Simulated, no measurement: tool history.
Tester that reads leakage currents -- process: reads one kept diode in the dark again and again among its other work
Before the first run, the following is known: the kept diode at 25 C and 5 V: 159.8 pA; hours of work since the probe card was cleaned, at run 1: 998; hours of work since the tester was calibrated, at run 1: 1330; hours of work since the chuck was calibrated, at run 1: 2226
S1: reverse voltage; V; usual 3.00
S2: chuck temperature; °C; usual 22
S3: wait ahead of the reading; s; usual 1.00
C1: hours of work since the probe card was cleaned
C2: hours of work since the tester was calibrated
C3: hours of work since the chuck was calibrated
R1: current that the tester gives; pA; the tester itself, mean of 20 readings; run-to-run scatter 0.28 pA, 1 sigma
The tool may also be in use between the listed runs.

Run 1, hour 0.0: usual settings; C1 998; C2 1330; C3 2226. Result: R1 88.97 pA.
Run 2, hour 171.9: usual settings; C1 1106; C2 1439; C3 2335. Result: R1 89.90 pA.
At hour 337.0: chuck's temperature calibrated.
Run 3, hour 375.1: usual settings; C1 1233; C2 1565; C3 24. Result: R1 98.22 pA.
Run 4, hour 461.0: usual settings; C1 1287; C2 1620; C3 78. Result: R1 98.32 pA.
Run 5, hour 614.9: usual settings but S3 2.78 s; C1 1384; C2 1716; C3 175. Result: R1 98.17 pA.
Run 6, hour 803.0: usual settings but S3 2.78 s; C1 1503; C2 1835; C3 294. Result: R1 98.18 pA.
Run 7, hour 919.4: usual settings but S1 2.80 V, S3 2.78 s; C1 1576; C2 1908; C3 367. Result: R1 94.58 pA.
Run 8, hour 1099.3: usual settings but S1 2.80 V, S3 2.78 s; C1 1689; C2 2022; C3 480. Result: R1 94.77 pA.
Run 9, hour 1216.5: usual settings but S2 30 °C; C1 1763; C2 2095; C3 554. Result: R1 192.80 pA.
At hour 1238.0: probe card cleaned and baked.
Run 10, hour 1333.3: usual settings but S2 30 °C, S3 2.21 s; C1 60; C2 2167; C3 626. Result: R1 196.50 pA.
Run 11, hour 1478.3: usual settings but S1 2.34 V; C1 151; C2 2258; C3 717. Result: R1 89.66 pA.
Run 12, hour 1582.9: usual settings but S3 7.42 s; C1 217; C2 2324; C3 783. Result: R1 103.97 pA.
Run 13, hour 1762.6: usual settings but S1 7.99 V, S3 0.47 s; C1 330; C2 2437; C3 896. Result: R1 194.41 pA.
Run 14, hour 1925.7: usual settings but S2 31 °C; C1 433; C2 2540; C3 999. Result: R1 212.63 pA.
Run 15, hour 2040.9: usual settings but S1 1.75 V, S2 40 °C, S3 1.15 s; C1 506; C2 2613; C3 1071. Result: R1 317.89 pA.
At hour 2083.7: probe card cleaned and baked, once more.
Run 16, hour 2201.1: usual settings but S1 1.45 V, S2 53 °C, S3 2.59 s; C1 74; C2 2712; C3 1170. Result: R1 770.05 pA.
Run 17, hour 2348.9: usual settings but S1 1.45 V, S2 53 °C, S3 2.59 s; C1 167; C2 2805; C3 1263. Result: R1 768.00 pA.
Run 18, hour 2513.5: usual settings but S1 1.11 V, S2 51 °C; C1 271; C2 2909; C3 1367. Result: R1 570.29 pA.

Each row is a separate what-if for the run after 18, all from the same tool condition, not one after another. Results?
Run A, hour 2694.4: usual settings but S1 1.11 V, S2 24 °C, S3 7.64 s; C1 385; C2 3023; C3 1481. Result: R1 ?.
Run B, hour 2694.4: usual settings but S1 12.59 V, S2 38 °C; C1 385; C2 3023; C3 1481. Result: R1 ?.
Run C, hour 2694.4: usual settings but S1 2.09 V, S3 5.59 s; C1 385; C2 3023; C3 1481. Result: R1 ?.

run      R1
  A   61.22
  B  778.12
  C   72.72
Stripped of hidden state, with their random variation kept, the same runs would have yielded:
run      R1
  A   64.01
  B  809.96
  C   75.58
